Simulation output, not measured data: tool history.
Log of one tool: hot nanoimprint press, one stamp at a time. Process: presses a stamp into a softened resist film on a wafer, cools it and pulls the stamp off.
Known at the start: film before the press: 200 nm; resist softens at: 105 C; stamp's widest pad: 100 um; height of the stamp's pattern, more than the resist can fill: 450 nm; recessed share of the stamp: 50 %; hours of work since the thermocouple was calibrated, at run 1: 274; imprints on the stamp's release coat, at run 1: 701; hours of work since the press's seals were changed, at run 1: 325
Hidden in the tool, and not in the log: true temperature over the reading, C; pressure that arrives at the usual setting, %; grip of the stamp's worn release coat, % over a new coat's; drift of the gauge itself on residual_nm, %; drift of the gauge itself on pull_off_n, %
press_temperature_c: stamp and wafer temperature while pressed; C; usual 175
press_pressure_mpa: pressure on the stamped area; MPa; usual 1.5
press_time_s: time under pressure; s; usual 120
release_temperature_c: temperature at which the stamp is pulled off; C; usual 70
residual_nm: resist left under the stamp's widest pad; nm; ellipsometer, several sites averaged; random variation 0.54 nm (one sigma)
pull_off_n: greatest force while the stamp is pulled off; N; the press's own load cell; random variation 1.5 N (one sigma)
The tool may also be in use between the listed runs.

run	hour	press_temperature_c	press_pressure_mpa	press_time_s	release_temperature_c	hours of work since the thermocouple was calibrated	imprints on the stamp's release coat	hours of work since the press's seals were changed	residual_nm	pull_off_n
1	0	175	1.5	120	70	274	701	325	87	211
# hour 21.4: stamp cleaned and given a new release coat
2	21.8	175	1.5	120	70	284	2	335	86.8	212
3	42.4	175	1.5	120	70	297	102	348	87.1	212
4	66.8	175	1.5	120	70	313	220	364	87.2	213
5	80.1	174	1.5	120	70	322	284	373	91.8	210
6	95.7	174	1.01	120	70	332	360	383	106.7	210
7	125.3	175	1.85	120	70	351	504	402	80	213
8	152.2	175	1.5	120	70	368	634	419	88.2	210
# hour 189: stamp cleaned and given a new release coat
9	189	175	1.5	120	70	388	0	439	88.3	209

Forecast run 10:
10	221.5	175	1.5	120	70	409	157	460	?	?

residual_nm: 87.1 nm
pull_off_n: 213 N
Without the tool's hidden state the same run would have given residual_nm 86.7 nm, pull_off_n 212 N.
